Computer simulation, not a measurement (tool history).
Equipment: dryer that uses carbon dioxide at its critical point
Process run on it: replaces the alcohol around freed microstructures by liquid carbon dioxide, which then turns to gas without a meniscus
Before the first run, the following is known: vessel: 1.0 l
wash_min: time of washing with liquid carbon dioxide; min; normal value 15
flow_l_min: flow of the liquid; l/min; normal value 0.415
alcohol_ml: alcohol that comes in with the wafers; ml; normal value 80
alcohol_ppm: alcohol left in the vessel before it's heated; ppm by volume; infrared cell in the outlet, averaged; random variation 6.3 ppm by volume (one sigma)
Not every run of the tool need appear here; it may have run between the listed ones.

run,day,wash_min,flow_l_min,alcohol_ml,alcohol_ppm
1,0,15,0.415,80,429
2,0.954,15,0.415,74,410
3,2.45,15,0.415,74,420
4,3.346,15,0.415,74,419
5,4.688,15,0.415,74,428
6,5.742,15,0.382,80,711
7,7.275,15,0.382,80,705
8,8.796,15,0.38,80,746
# day 10.462: inlet filter changed
9,10.483,22,0.415,80,34
10,11.596,15,0.415,80,277
11,12.529,20,0.265,116,1112
12,14.35,20,0.265,116,1154
13,15.775,20,0.265,99,974
14,17.083,10,0.463,99,1396
15,18.388,9,0.608,57,351
16,19.617,23,0.353,68,79
17,20.408,9,0.415,30,1063
18,21.771,9,0.252,30,4099
19,23.188,18,0.423,30,58

What if the next run were any one of these 5? Each begins from the tool's condition after run 19:
A,24.396,21,0.415,80,?
B,24.396,15,0.283,80,?
C,24.396,19,0.282,21,?
D,24.396,23,0.423,30,?
E,24.396,17,0.423,30,?

run,alcohol_ppm
A,61
B,2044
C,222
D,36
E,70
Take away the tool's hidden state, keep each run's random variation, and the runs would have read:
run,alcohol_ppm
A,35
B,1844
C,180
D,15
E,42

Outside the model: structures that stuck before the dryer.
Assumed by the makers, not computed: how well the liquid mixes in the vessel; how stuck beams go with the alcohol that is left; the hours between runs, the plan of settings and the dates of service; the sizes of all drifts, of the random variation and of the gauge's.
